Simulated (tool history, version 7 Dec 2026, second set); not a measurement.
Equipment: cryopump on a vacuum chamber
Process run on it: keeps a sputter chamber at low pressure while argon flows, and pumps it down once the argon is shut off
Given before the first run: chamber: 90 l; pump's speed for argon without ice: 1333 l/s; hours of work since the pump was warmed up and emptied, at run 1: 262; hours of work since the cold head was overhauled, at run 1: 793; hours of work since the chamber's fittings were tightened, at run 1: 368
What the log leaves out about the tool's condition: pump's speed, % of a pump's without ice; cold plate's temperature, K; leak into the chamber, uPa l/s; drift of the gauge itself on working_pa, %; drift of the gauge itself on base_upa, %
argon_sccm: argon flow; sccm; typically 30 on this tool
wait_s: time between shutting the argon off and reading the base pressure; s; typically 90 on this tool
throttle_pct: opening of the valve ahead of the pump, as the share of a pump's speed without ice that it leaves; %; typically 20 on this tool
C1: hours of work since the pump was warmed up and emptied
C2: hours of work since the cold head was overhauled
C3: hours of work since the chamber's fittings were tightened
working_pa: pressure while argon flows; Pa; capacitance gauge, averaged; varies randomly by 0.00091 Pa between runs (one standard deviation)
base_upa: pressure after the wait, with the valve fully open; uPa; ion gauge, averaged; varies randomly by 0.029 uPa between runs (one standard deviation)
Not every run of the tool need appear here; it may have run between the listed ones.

Run 1, day 0: usual settings; C1 262; C2 793; C3 368. Result: working_pa 0.1995 Pa, base_upa 1.61 uPa.
Run 2, day 1.196: usual settings but argon_sccm 47 sccm; C1 287; C2 817; C3 392. Result: working_pa 0.3128 Pa, base_upa 1.62 uPa.
Run 3, day 2.017: usual settings but argon_sccm 47 sccm; C1 304; C2 834; C3 409. Result: working_pa 0.3118 Pa, base_upa 1.6 uPa.
Run 4, day 3.346: usual settings but argon_sccm 43 sccm; C1 331; C2 861; C3 437. Result: working_pa 0.2902 Pa, base_upa 1.65 uPa.
Run 5, day 4.446: usual settings but wait_s 37 s; C1 354; C2 884; C3 459. Result: working_pa 0.2035 Pa, base_upa 3.29 uPa.
Run 6, day 5.304: usual settings but wait_s 37 s; C1 371; C2 902; C3 477. Result: working_pa 0.2058 Pa, base_upa 3.41 uPa.
Run 7, day 6.262: usual settings; C1 391; C2 921; C3 497. Result: working_pa 0.2068 Pa, base_upa 1.72 uPa.
Run 8, day 7.042: usual settings but throttle_pct 18 %; C1 407; C2 937; C3 513. Result: working_pa 0.2285 Pa, base_upa 1.63 uPa.
Run 9, day 7.779: usual settings but throttle_pct 18 %; C1 422; C2 953; C3 528. Result: working_pa 0.2294 Pa, base_upa 1.66 uPa.
Run 10, day 9.467: usual settings but throttle_pct 18 %; C1 457; C2 987; C3 563. Result: working_pa 0.2305 Pa, base_upa 1.76 uPa.
At day 10.454: pump warmed up, emptied and cooled again.
Run 11, day 10.508: usual settings but throttle_pct 18 %; C1 1; C2 1004; C3 580. Result: working_pa 0.2107 Pa, base_upa 1.59 uPa.
Run 12, day 11.429: usual settings but argon_sccm 37 sccm, wait_s 50 s, throttle_pct 39 %; C1 20; C2 1023; C3 599. Result: working_pa 0.1226 Pa, base_upa 2.54 uPa.
Run 13, day 12.675: usual settings but wait_s 81 s, throttle_pct 15 %; C1 46; C2 1049; C3 624. Result: working_pa 0.2551 Pa, base_upa 1.72 uPa.
Run 14, day 14: usual settings but wait_s 81 s, throttle_pct 15 %; C1 73; C2 1076; C3 652. Result: working_pa 0.2577 Pa, base_upa 1.74 uPa.
Run 15, day 15.338: usual settings but throttle_pct 54 %; C1 100; C2 1104; C3 679. Result: working_pa 0.074 Pa, base_upa 1.62 uPa.
Run 16, day 16.117: usual settings but argon_sccm 24 sccm, wait_s 26 s, throttle_pct 44 %; C1 116; C2 1120; C3 695. Result: working_pa 0.0723 Pa, base_upa 4.41 uPa.
Run 17, day 17.417: usual settings but wait_s 254 s; C1 143; C2 1147; C3 722. Result: working_pa 0.1959 Pa, base_upa 0.85 uPa.
Run 18, day 18.829: usual settings but wait_s 88 s, throttle_pct 44 %; C1 172; C2 1176; C3 751. Result: working_pa 0.0933 Pa, base_upa 1.68 uPa.
Run 19, day 20.575: usual settings but argon_sccm 20 sccm, wait_s 22 s, throttle_pct 38 %; C1 208; C2 1212; C3 787. Result: working_pa 0.0714 Pa, base_upa 5.42 uPa.
Run 20, day 22.121: usual settings but argon_sccm 36 sccm, throttle_pct 24 %; C1 240; C2 1243; C3 819. Result: working_pa 0.1999 Pa, base_upa 1.73 uPa.
Run 21, day 22.829: usual settings but wait_s 221 s; C1 255; C2 1258; C3 833. Result: working_pa 0.2009 Pa, base_upa 1.08 uPa.
Run 22, day 24.058: usual settings but argon_sccm 52 sccm, wait_s 56 s, throttle_pct 37 %; C1 280; C2 1283; C3 859. Result: working_pa 0.1971 Pa, base_upa 2.48 uPa.

Here are 5 independent what-if runs from the current tool condition. What would each one return?
Run A, day 25.033: usual settings but argon_sccm 26 sccm, wait_s 26 s, throttle_pct 29 %; C1 300; C2 1303; C3 879. Result: working_pa ?, base_upa ?.
Run B, day 25.033: usual settings but wait_s 39 s; C1 300; C2 1303; C3 879. Result: working_pa ?, base_upa ?.
Run C, day 25.033: usual settings but argon_sccm 16 sccm, wait_s 56 s, throttle_pct 23 %; C1 300; C2 1303; C3 879. Result: working_pa ?, base_upa ?.
Run D, day 25.033: usual settings but argon_sccm 35 sccm, throttle_pct 27 %; C1 300; C2 1303; C3 879. Result: working_pa ?, base_upa ?.
Run E, day 25.033: usual settings but wait_s 250 s; C1 300; C2 1303; C3 879. Result: working_pa ?, base_upa ?.

run  working_pa  base_upa
  A      0.1231      4.64
  B      0.2016      3.26
  C      0.0938      2.45
  D       0.179      1.78
  E      0.2015      1.01
Had the tool no hidden state, the same runs would have come out as:
run  working_pa  base_upa
  A      0.1129      4.24
  B      0.1898      2.87
  C      0.0876      2.07
  D      0.1651      1.38
  E      0.1898      0.61
